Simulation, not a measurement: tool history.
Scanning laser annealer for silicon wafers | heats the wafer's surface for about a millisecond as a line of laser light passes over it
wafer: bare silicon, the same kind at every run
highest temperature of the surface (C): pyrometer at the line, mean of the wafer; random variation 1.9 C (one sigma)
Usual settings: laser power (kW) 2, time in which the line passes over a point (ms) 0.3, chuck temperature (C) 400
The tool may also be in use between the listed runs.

run	day	laser power (kW)	time in which the line passes over a point (ms)	chuck temperature (C)	highest temperature of the surface (C)
1	0	2	0.3	400	1194
2	1.783	2	0.3	400	1197
3	3.004	2	0.3	400	1194
4	4.254	2	0.3	400	1187
5	6.054	2	0.3	400	1188
6	7.204	2	0.3	400	1183
# day 8.288: optics aligned, line set to its width
7	9.346	2	0.3	400	1204
8	10.288	2	0.3	400	1199
9	12.154	2	0.3	400	1198
10	13.483	2	0.3	400	1197
11	14.604	2	0.3	400	1190
12	15.7	2	0.3	430	1223
13	17.517	2	0.3	430	1216
14	19.021	2	0.3	378	1166
15	20.996	2	0.3	417	1201
# day 21.921: window over the wafer cleaned
16	22.758	2	0.3	377	1190
17	24.096	2.128	0.3	400	1281
18	25.538	2	0.309	400	1222
19	27.542	2	0.3	400	1207
20	29.225	2	0.227	400	1082
21	30.875	2	0.3	400	1202
22	32.746	2	0.304	400	1209
# day 33.058: laser's power meter calibrated
23	33.896	2	0.304	400	1203
24	35.583	1.938	0.312	430	1211
25	36.567	1.988	0.3	397	1186
26	37.625	2.016	0.295	397	1192
27	38.967	2.016	0.295	397	1194
28	40.617	2.016	0.295	397	1188
29	41.646	2.168	0.217	414	1138
30	42.558	1.868	0.324	414	1170
# day 44.158: laser's power meter calibrated, once more
31	44.3	2.133	0.282	435	1253
32	45.921	2.073	0.29	417	1213
33	47.808	1.896	0.3	421	1140
34	48.788	1.896	0.3	421	1139
# day 49.746: window over the wafer cleaned
35	50.388	1.969	0.291	421	1198
36	52.471	1.953	0.294	406	1178
37	54.342	1.934	0.249	433	1121
38	55.504	2	0.33	392	1238
39	57.221	1.904	0.373	392	1242

Run 40 comes next. What will it give?
40	58.654	2.011	0.273	423	?

Run 40 gave highest temperature of the surface (C) 1182.
Without the tool's hidden state the same run would have given highest temperature of the surface (C) 1202.

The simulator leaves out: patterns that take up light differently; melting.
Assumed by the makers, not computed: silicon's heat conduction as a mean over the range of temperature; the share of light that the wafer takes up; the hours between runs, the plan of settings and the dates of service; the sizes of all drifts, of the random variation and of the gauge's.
